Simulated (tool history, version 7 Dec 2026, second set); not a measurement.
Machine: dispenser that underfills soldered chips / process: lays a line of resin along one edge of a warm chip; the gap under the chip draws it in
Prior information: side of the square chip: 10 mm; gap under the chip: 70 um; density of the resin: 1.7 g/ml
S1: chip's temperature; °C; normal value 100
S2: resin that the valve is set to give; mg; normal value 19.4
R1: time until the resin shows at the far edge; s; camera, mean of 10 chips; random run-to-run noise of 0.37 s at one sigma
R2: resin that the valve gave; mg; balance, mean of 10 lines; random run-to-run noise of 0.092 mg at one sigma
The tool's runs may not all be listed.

run,hour,S1,S2,R1,R2
1,0,100,19.4,39.9,18.77
# hour 2.7: new syringe of resin
2,9,100,19.4,29.8,18.49
3,15.8,100,23.7,40.6,22.71
# hour 17.4: new syringe of resin
4,23.4,110,19.4,20.7,18.48
5,27.8,110,19.4,26.1,18.27
# hour 32.3: new syringe of resin
6,32.6,100,17.7,21.8,16.6
7,38.5,100,17.7,29.9,16.53
# hour 41.7: dispensing valve cleaned and set on the balance
8,47,100,19.4,42.8,19.42
# hour 48.3: new syringe of resin
9,54.7,100,19.4,29.4,19.48
10,60.1,100,17.1,40.2,17.07
# hour 63.5: new syringe of resin
11,64.3,100,17.1,22.4,16.91
12,71.8,100,19.4,33.1,19.07
13,76.7,100,19.4,41,19
# hour 78.7: new syringe of resin
14,83.8,100,17.9,28.7,17.7
15,87.5,100,20.8,33.6,20.27
# hour 93.8: new syringe of resin
16,95,100,20.8,23.2,20.34
17,101.4,100,20.8,31,20.19
18,106.9,100,20.8,41.3,20.11
# hour 109.2: new syringe of resin
19,111.9,97,18.2,27.5,17.41
20,115.9,97,18.2,34.3,17.64
21,120,87,23.3,58.4,22.47
# hour 124.5: new syringe of resin
22,125.6,108,22.8,16.8,21.81
23,130.1,98,19.4,29.7,18.63
24,135.8,111,22.2,25.9,21.06
# hour 139.8: new syringe of resin
25,143.7,111,22.2,18,21.19
26,148.4,103,20.5,29.6,19.32
# hour 155: new syringe of resin
27,155.6,103,22.2,19.3,20.96
# hour 158.2: dispensing valve cleaned and set on the balance
28,165,103,22.2,29.9,22.14
29,169.3,111,19.6,28.5,19.53
# hour 171: new syringe of resin
30,177.6,97,21.8,33.7,21.48
31,185.1,97,21.8,48.7,21.47
# hour 186.2: new syringe of resin
32,194.5,113,20.1,21.2,19.77
# hour 201.1: new syringe of resin
33,203.5,95,20.9,28.8,20.52
34,207.3,95,20.9,35.1,20.21
35,211.1,95,20.9,42.6,20.15

Forecast each of these 4 alternatives for the next run:
# hour 216.3: new syringe of resin
A,218.8,105,18.4,?,?
# hour 216.3: new syringe of resin
B,218.8,115,22.2,?,?
# hour 216.3: new syringe of resin
C,218.8,96,24.8,?,?
# hour 216.3: new syringe of resin
D,218.8,94,20.9,?,?

run,R1,R2
A,21,17.75
B,14.3,21.47
C,28.8,23.91
D,30.7,20.09
With no hidden state in the tool, these same runs would have given:
run,R1,R2
A,18,18.35
B,12.3,22.21
C,24.7,24.72
D,26.3,20.78
